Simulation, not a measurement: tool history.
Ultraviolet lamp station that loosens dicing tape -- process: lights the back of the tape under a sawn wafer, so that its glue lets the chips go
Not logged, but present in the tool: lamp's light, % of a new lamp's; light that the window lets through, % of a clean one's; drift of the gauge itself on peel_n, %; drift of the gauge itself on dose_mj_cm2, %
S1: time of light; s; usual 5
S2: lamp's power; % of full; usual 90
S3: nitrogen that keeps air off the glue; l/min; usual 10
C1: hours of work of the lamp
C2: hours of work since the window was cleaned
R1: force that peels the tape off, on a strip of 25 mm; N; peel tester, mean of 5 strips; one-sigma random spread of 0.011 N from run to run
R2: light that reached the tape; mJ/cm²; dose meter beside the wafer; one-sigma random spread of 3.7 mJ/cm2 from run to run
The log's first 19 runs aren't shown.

run,day,S1,S2,S3,C1,C2,R1,R2
20,29.904,5,90,5,1259,564,0.922,619
# day 31.229: lamp changed
21,31.392,5,90,10,3,592,0.505,623
22,32.446,5,90,10,23,612,0.487,623
# day 33.475: window cleaned of glue's vapour
23,33.638,5,90,10,45,3,0.509,618
24,35.25,5,90,10,76,34,0.507,619
25,36.371,5,95,16,97,55,0.346,654
26,38.425,6,90,4,136,94,0.695,747
27,39.358,2,90,14,154,112,2.352,247
28,40.367,5,90,11,173,131,0.488,628
29,41.262,2,61,19,190,148,3.579,168
30,42.358,2,61,19,211,168,3.444,169
31,44.029,8,68,19,242,200,0.276,747
32,45.942,5,92,14,279,236,0.39,638
33,47.779,5,97,13,313,271,0.368,676
34,48.667,3,80,4,330,288,2.89,334
35,49.596,3,80,4,348,306,3.023,335
36,51.092,3,80,4,376,334,3.011,330
37,53.175,4,80,10,416,373,1.092,446
38,55.371,4,80,10,457,415,1.086,445
39,57.229,5,74,10,493,450,0.772,506
40,58.204,5,66,15,511,469,0.789,461
41,59.104,5,90,10,528,486,0.523,614
42,60.071,5,90,10,546,504,0.505,619
43,61.008,5,90,10,564,522,0.496,622
44,62.258,5,76,10,588,546,0.726,524

Consider 3 possible next runs. They are alternatives, not a sequence: every one starts from the tool as it was left by run 44. What does each give?
A,64.467,5,71,8,630,588,?,?
B,64.467,5,94,10,630,588,?,?
C,64.467,2,90,10,630,588,?,?

run,R1,R2
A,0.951,487
B,0.464,652
C,2.849,245
Had the tool no hidden state, the same runs would have come out as:
run,R1,R2
A,0.949,487
B,0.463,653
C,2.844,245
